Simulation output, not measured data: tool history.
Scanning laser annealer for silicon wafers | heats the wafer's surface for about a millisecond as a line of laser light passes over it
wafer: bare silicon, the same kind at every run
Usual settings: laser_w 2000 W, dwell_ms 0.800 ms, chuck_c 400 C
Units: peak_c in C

run   hour  laser_w  dwell_ms  chuck_c  peak_c
  1    0.0     2000     0.800      400    1217
  2   24.7     2000     0.578      400    1076
  3   49.2     2000     0.578      423    1100
  4   84.8     2000     0.800      400    1217
  5  105.9     2196     0.800      400    1290
     125.5  -- optics aligned, line set to its width
  6  126.6     1957     0.800      400    1198
  7  160.2     1957     0.800      400    1200
  8  184.1     1957     0.800      400    1199
  9  214.1     2005     0.800      400    1218
 10  246.8     2005     0.800      400    1217
 11  276.7     2000     0.834      400    1235
 12  295.7     1827     0.834      400    1166
 13  319.3     2050     0.800      400    1233
 14  354.0     2050     0.800      400    1231
 15  374.7     2050     0.800      400    1231
 16  391.4     2050     0.800      400    1230
 17  411.1     2050     0.800      400    1226
 18  439.8     2050     0.800      400    1230
 19  474.9     2050     0.800      414    1242
 20  493.2     2000     0.612      400    1093
 21  513.2     2000     0.612      400    1095
 22  541.4     1802     0.947      373    1180
 23  578.4     2000     0.714      400    1156
 24  597.2     1835     0.623      403    1048
 25  634.1     2194     0.914      398    1346
 26  668.3     1713     0.914      439    1190
 27  691.7     1713     0.914      439    1191
 28  710.0     1713     0.914      439    1190
     714.9  -- laser's power meter calibrated
 29  749.2     1897     0.852      391    1185
 30  768.7     1897     0.852      391    1183

Forecast run 31:
 31  797.7     2116     0.830      396       ?

{"run 31": {"peak_c": 1260}}
Without the tool's hidden state the same run would have given peak_c 1278 C.
